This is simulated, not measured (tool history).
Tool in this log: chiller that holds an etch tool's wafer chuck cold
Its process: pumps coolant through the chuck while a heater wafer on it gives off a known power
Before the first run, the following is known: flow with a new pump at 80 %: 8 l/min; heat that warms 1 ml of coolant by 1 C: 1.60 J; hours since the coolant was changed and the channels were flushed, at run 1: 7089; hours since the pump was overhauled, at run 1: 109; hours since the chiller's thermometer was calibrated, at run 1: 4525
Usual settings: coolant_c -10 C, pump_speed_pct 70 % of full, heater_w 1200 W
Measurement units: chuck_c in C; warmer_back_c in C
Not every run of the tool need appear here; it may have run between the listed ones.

run   hour  coolant_c  pump_speed_pct  heater_w  hours since the coolant was changed and the channels were flushed  hours since the pump was overhauled  hours since the chiller's thermometer was calibrated  chuck_c  warmer_back_c
  1      0        -10              70      1200                                                               7089                                  109                                                  4525      1.1           6.57
  2   34.3        -10              70      1200                                                               7123                                  143                                                  4559      1.2           6.56
  3   69.1        -10              70      1200                                                               7158                                  178                                                  4594      1.2            6.5
      77.9  -- coolant changed, channels flushed
  4   96.8        -10              70      1200                                                                 19                                  200                                                  4616        1           6.51
  5  124.9        -10              70      1200                                                                 47                                  228                                                  4644        1           6.59
  6  140.7        -10              70      1200                                                                 63                                  244                                                  4659      1.1           6.51
  7  160.1        -10              70      1200                                                                 82                                  263                                                  4679      1.4           6.54
  8  179.7        -10              70      1200                                                                102                                  283                                                  4698      1.2           6.52
  9    202        -10              70      1200                                                                124                                  305                                                  4721      1.2           6.63
 10  232.4        -17              70      1200                                                                154                                  335                                                  4751     -5.9           6.64
 11  263.4        -10              70      1200                                                                186                                  366                                                  4782      1.3           6.67
 12  282.8        -10              66      1200                                                                205                                  386                                                  4802      1.8           7.11
 13  301.6        -10              66      1200                                                                224                                  405                                                  4820      1.7           7.05
 14  324.5        -10              66      1200                                                                247                                  427                                                  4843      1.5           7.07
     341.6  -- chiller's thermometer calibrated
 15  342.6        -10              66      1200                                                                264                                  445                                                     1      1.8           7.08
 16  370.3        -10              70      1200                                                                291                                  472                                                    29      1.2           6.73
 17  394.5        -13              80      1383                                                                316                                  496                                                    53     -1.5           6.55
 18  422.2        -10              93       651                                                                343                                  524                                                    81     -5.1           2.74
 19  455.1        -10              93       651                                                                376                                  557                                                   113     -5.2           2.74
 20  490.2        -13              70      1200                                                                411                                  592                                                   149     -1.7           6.69
 21  505.7         -1              70      1200                                                                427                                  608                                                   164     10.4            6.7
 22  528.3         -1              70      1200                                                                449                                  630                                                   187     10.2           6.74
 23    543        -16              85      1200                                                                464                                  645                                                   201     -6.5           5.48
 24  572.8        -18              85       886                                                                494                                  675                                                   231      -11           4.06
 25  597.8        -10              92      1200                                                                519                                  700                                                   256     -0.9           5.06
 26  624.8        -17              96      1091                                                                546                                  727                                                   283     -9.2           4.45
 27  644.6         -1              70      1200                                                                566                                  747                                                   303     10.1           6.82
 28  668.1        -10              68      1105                                                                589                                  770                                                   326      0.5           6.46
 29  696.4        -10              65      1200                                                                617                                  798                                                   355      1.9           7.36
 30  716.8         -1              70      1200                                                                638                                  819                                                   375     10.1           6.82

What does the tool deliver on the next run?
     736.5  -- gauge calibrated
 31   750        -18              70      1200                                                                671                                  852                                                   408        ?              ?

{"run 31": {"chuck_c": -6.8, "warmer_back_c": 6.51}}
On a tool with no hidden condition, and with the same random variation, this run would have come out at chuck_c -6.8 C, warmer_back_c 6.51 C.
